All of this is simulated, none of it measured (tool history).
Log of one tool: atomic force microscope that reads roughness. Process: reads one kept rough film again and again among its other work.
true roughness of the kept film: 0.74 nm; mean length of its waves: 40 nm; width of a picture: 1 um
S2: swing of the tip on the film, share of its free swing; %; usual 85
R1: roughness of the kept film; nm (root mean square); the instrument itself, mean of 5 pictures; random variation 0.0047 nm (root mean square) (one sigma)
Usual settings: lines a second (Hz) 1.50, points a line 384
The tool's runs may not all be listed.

{"run": 1, "hour": 0.0, "lines a second (Hz)": 1.5, "S2": 85, "points a line": 384, "R1": 0.577}
{"run": 2, "hour": 8.3, "lines a second (Hz)": 1.5, "S2": 85, "points a line": 286, "R1": 0.583}
{"hour": 20.9, "done": "new tip fitted"}
{"run": 3, "hour": 21.7, "lines a second (Hz)": 1.5, "S2": 85, "points a line": 286, "R1": 0.599}
{"run": 4, "hour": 28.2, "lines a second (Hz)": 1.5, "S2": 85, "points a line": 384, "R1": 0.6}
{"run": 5, "hour": 42.9, "lines a second (Hz)": 1.5, "S2": 70, "points a line": 384, "R1": 0.644}
{"run": 6, "hour": 54.2, "lines a second (Hz)": 1.5, "S2": 78, "points a line": 384, "R1": 0.606}
{"hour": 63.7, "done": "new tip fitted"}
{"run": 7, "hour": 64.4, "lines a second (Hz)": 1.5, "S2": 78, "points a line": 384, "R1": 0.637}
{"run": 8, "hour": 78.2, "lines a second (Hz)": 1.5, "S2": 85, "points a line": 384, "R1": 0.598}
{"run": 9, "hour": 87.5, "lines a second (Hz)": 1.5, "S2": 68, "points a line": 384, "R1": 0.652}
{"run": 10, "hour": 93.8, "lines a second (Hz)": 1.5, "S2": 68, "points a line": 384, "R1": 0.638}
{"run": 11, "hour": 101.6, "lines a second (Hz)": 1.5, "S2": 68, "points a line": 384, "R1": 0.627}
{"hour": 106.5, "done": "new tip fitted"}
{"run": 12, "hour": 116.7, "lines a second (Hz)": 1.5, "S2": 87, "points a line": 384, "R1": 0.591}
{"run": 13, "hour": 125.6, "lines a second (Hz)": 1.5, "S2": 85, "points a line": 384, "R1": 0.584}
{"run": 14, "hour": 135.6, "lines a second (Hz)": 1.5, "S2": 85, "points a line": 384, "R1": 0.59}
{"run": 15, "hour": 142.4, "lines a second (Hz)": 0.85, "S2": 85, "points a line": 384, "R1": 0.624}
{"hour": 149.4, "done": "new tip fitted"}
{"run": 16, "hour": 150.3, "lines a second (Hz)": 1.5, "S2": 68, "points a line": 384, "R1": 0.669}
{"run": 17, "hour": 160.4, "lines a second (Hz)": 0.86, "S2": 68, "points a line": 384, "R1": 0.684}
{"run": 18, "hour": 174.1, "lines a second (Hz)": 1.5, "S2": 87, "points a line": 384, "R1": 0.575}
{"run": 19, "hour": 186.7, "lines a second (Hz)": 1.5, "S2": 57, "points a line": 384, "R1": 0.658}
{"hour": 192.7, "done": "new tip fitted"}
{"run": 20, "hour": 197.6, "lines a second (Hz)": 1.5, "S2": 57, "points a line": 384, "R1": 0.688}
{"run": 21, "hour": 206.5, "lines a second (Hz)": 1.5, "S2": 57, "points a line": 384, "R1": 0.677}
{"run": 22, "hour": 216.6, "lines a second (Hz)": 1.5, "S2": 85, "points a line": 384, "R1": 0.583}
{"run": 23, "hour": 227.8, "lines a second (Hz)": 1.5, "S2": 68, "points a line": 384, "R1": 0.629}
{"hour": 235.8, "done": "new tip fitted"}
{"run": 24, "hour": 242.3, "lines a second (Hz)": 1.5, "S2": 68, "points a line": 384, "R1": 0.653}
{"run": 25, "hour": 251.0, "lines a second (Hz)": 1.5, "S2": 85, "points a line": 384, "R1": 0.584}
{"run": 26, "hour": 258.3, "lines a second (Hz)": 1.5, "S2": 85, "points a line": 384, "R1": 0.589}
{"run": 27, "hour": 273.1, "lines a second (Hz)": 1.5, "S2": 85, "points a line": 384, "R1": 0.569}
{"hour": 279.0, "done": "new tip fitted"}
{"run": 28, "hour": 283.2, "lines a second (Hz)": 1.5, "S2": 56, "points a line": 384, "R1": 0.699}
{"run": 29, "hour": 295.1, "lines a second (Hz)": 1.5, "S2": 56, "points a line": 384, "R1": 0.679}
{"run": 30, "hour": 308.5, "lines a second (Hz)": 1.63, "S2": 72, "points a line": 384, "R1": 0.62}
{"run": 31, "hour": 321.3, "lines a second (Hz)": 0.73, "S2": 80, "points a line": 862, "R1": 0.644}
{"hour": 323.0, "done": "new tip fitted"}
{"run": 32, "hour": 331.7, "lines a second (Hz)": 1.5, "S2": 56, "points a line": 318, "R1": 0.683}
{"run": 33, "hour": 346.1, "lines a second (Hz)": 1.5, "S2": 56, "points a line": 318, "R1": 0.67}
{"run": 34, "hour": 360.4, "lines a second (Hz)": 3.29, "S2": 85, "points a line": 577, "R1": 0.48}
{"hour": 366.5, "done": "new tip fitted"}
{"run": 35, "hour": 373.1, "lines a second (Hz)": 2.89, "S2": 58, "points a line": 832, "R1": 0.66}
{"run": 36, "hour": 383.8, "lines a second (Hz)": 0.72, "S2": 57, "points a line": 734, "R1": 0.699}
{"run": 37, "hour": 396.5, "lines a second (Hz)": 1.3, "S2": 81, "points a line": 409, "R1": 0.613}
{"hour": 409.4, "done": "new tip fitted"}
{"run": 38, "hour": 410.1, "lines a second (Hz)": 2.59, "S2": 85, "points a line": 387, "R1": 0.542}
{"run": 39, "hour": 421.6, "lines a second (Hz)": 2.59, "S2": 85, "points a line": 387, "R1": 0.529}
{"run": 40, "hour": 428.7, "lines a second (Hz)": 2.59, "S2": 88, "points a line": 387, "R1": 0.506}
{"run": 41, "hour": 436.6, "lines a second (Hz)": 2.77, "S2": 85, "points a line": 384, "R1": 0.512}
{"run": 42, "hour": 443.2, "lines a second (Hz)": 0.78, "S2": 69, "points a line": 330, "R1": 0.651}
{"hour": 452.7, "done": "new tip fitted"}
{"run": 43, "hour": 454.9, "lines a second (Hz)": 0.97, "S2": 69, "points a line": 463, "R1": 0.684}
{"run": 44, "hour": 462.1, "lines a second (Hz)": 1.5, "S2": 85, "points a line": 656, "R1": 0.598}
{"run": 45, "hour": 475.9, "lines a second (Hz)": 1.5, "S2": 85, "points a line": 656, "R1": 0.591}
{"run": 46, "hour": 488.7, "lines a second (Hz)": 1.5, "S2": 63, "points a line": 384, "R1": 0.647}
{"hour": 496.0, "done": "new tip fitted"}
{"run": 47, "hour": 499.0, "lines a second (Hz)": 1.5, "S2": 58, "points a line": 860, "R1": 0.685}
{"run": 48, "hour": 513.3, "lines a second (Hz)": 1.5, "S2": 58, "points a line": 860, "R1": 0.67}
{"run": 49, "hour": 528.7, "lines a second (Hz)": 2.97, "S2": 85, "points a line": 409, "R1": 0.502}
{"hour": 539.1, "done": "new tip fitted"}
{"run": 50, "hour": 540.7, "lines a second (Hz)": 2.97, "S2": 85, "points a line": 409, "R1": 0.524}
{"run": 51, "hour": 556.5, "lines a second (Hz)": 2.97, "S2": 66, "points a line": 771, "R1": 0.609}
{"run": 52, "hour": 572.2, "lines a second (Hz)": 2.97, "S2": 66, "points a line": 771, "R1": 0.608}
{"hour": 581.8, "done": "new tip fitted"}
{"run": 53, "hour": 588.2, "lines a second (Hz)": 2.97, "S2": 66, "points a line": 771, "R1": 0.638}

The same runs without the tool's hidden state, with the same run-to-run variation:
The hidden state here: radius of the tip, nm; height scale over the true one, %; drift of the gauge itself on roughness_nm, %.
run=1 R1=0.599
run=2 R1=0.611
run=3 R1=0.602
run=4 R1=0.609
run=5 R1=0.670
run=6 R1=0.641
run=7 R1=0.638
run=8 R1=0.613
run=9 R1=0.677
run=10 R1=0.668
run=11 R1=0.665
run=12 R1=0.600
run=13 R1=0.601
run=14 R1=0.616
run=15 R1=0.659
run=16 R1=0.671
run=17 R1=0.696
run=18 R1=0.598
run=19 R1=0.698
run=20 R1=0.697
run=21 R1=0.695
run=22 R1=0.607
run=23 R1=0.666
run=24 R1=0.661
run=25 R1=0.601
run=26 R1=0.612
run=27 R1=0.605
run=28 R1=0.704
run=29 R1=0.697
run=30 R1=0.651
run=31 R1=0.686
run=32 R1=0.693
run=33 R1=0.697
run=34 R1=0.510
run=35 R1=0.668
run=36 R1=0.720
run=37 R1=0.644
run=38 R1=0.543
run=39 R1=0.539
run=40 R1=0.520
run=41 R1=0.533
run=42 R1=0.686
run=43 R1=0.687
run=44 R1=0.608
run=45 R1=0.611
run=46 R1=0.683
run=47 R1=0.687
run=48 R1=0.688
run=49 R1=0.528
run=50 R1=0.526
run=51 R1=0.629
run=52 R1=0.644
run=53 R1=0.644
